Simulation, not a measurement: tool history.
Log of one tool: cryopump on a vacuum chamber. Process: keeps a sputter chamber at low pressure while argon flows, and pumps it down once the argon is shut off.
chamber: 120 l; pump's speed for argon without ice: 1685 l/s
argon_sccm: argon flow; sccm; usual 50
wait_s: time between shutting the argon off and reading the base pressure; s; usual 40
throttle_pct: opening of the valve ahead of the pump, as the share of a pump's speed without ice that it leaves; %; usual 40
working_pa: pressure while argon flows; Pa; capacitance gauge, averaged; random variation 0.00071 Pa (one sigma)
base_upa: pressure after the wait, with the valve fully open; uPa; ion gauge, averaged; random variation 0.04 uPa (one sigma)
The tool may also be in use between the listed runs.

run     day  argon_sccm  wait_s  throttle_pct  working_pa  base_upa
  1       0          50      40            40      0.1259      3.11
  2     3.4          50      40            40      0.1284      3.07
  3   7.112          50      40            40      0.1286      3.07
  4   9.371          50      40            40      0.1282       3.2
  5  11.729          50      40            40      0.1301      3.35
  6  16.188          50      40            40       0.132      3.34
  7  19.512          50      40            18      0.2879       3.3
  8  23.671          50      40            18       0.288      3.41
  9  26.142          50      40            40      0.1354      3.49
 10  28.238          50      40            40      0.1369       3.5
 11  31.388          50      40            40      0.1376      3.58
 12  34.904          50      40            40      0.1402      3.67
 13  37.646          50      40            40      0.1418      3.74
 14  40.112          97      40            40      0.2768      3.71
 15  44.429          50     252            40       0.147      2.05
 16  47.225          50     207            40      0.1478      2.28
 17  50.654          50     207            40      0.1499      2.29
 18  54.896          65     207            51      0.1633      2.48
     56.167  -- pump warmed up, emptied and cooled again
 19  59.646          65     207            51      0.1318      1.87
 20  62.038          44      40            17      0.2648      3.66
 21      64          21     106            40      0.0546      2.32
 22  66.562          31      40            40      0.0811      3.82
 23  70.625          60      27            40      0.1592      4.83
 24  73.792          21     202            40      0.0562      2.17
     76.321  -- leaking fittings of the chamber tightened, without venting
 25  77.971          21     202            40      0.0575      0.67
 26  82.025          87     219            40      0.2382      0.67
 27  83.979          87     219            40      0.2396      0.69
 28  88.554          87      67            40      0.2418      1.63
 29  90.979          27     121            16       0.178      1.16
 30  94.054          47      59            42      0.1295      1.89
 31  96.392          50     226            22      0.2456       0.9

Forecast each of these 5 alternatives for the next run:
  A  99.267          50      58            21           ?         ?
  B  99.267          23     131            37           ?         ?
  C  99.267          88      40            40           ?         ?
  D  99.267          50      25            22           ?         ?
  E  99.267          50     146            40           ?         ?

run  working_pa  base_upa
  A      0.2578      2.05
  B      0.0709      1.21
  C      0.2561       2.7
  D      0.2487      4.03
  E      0.1452      1.14
Without the tool's hidden state the same runs would have given:
run  working_pa  base_upa
  A      0.2377      1.68
  B      0.0617      0.84
  C      0.2208      2.33
  D      0.2286      3.66
  E      0.1251      0.77
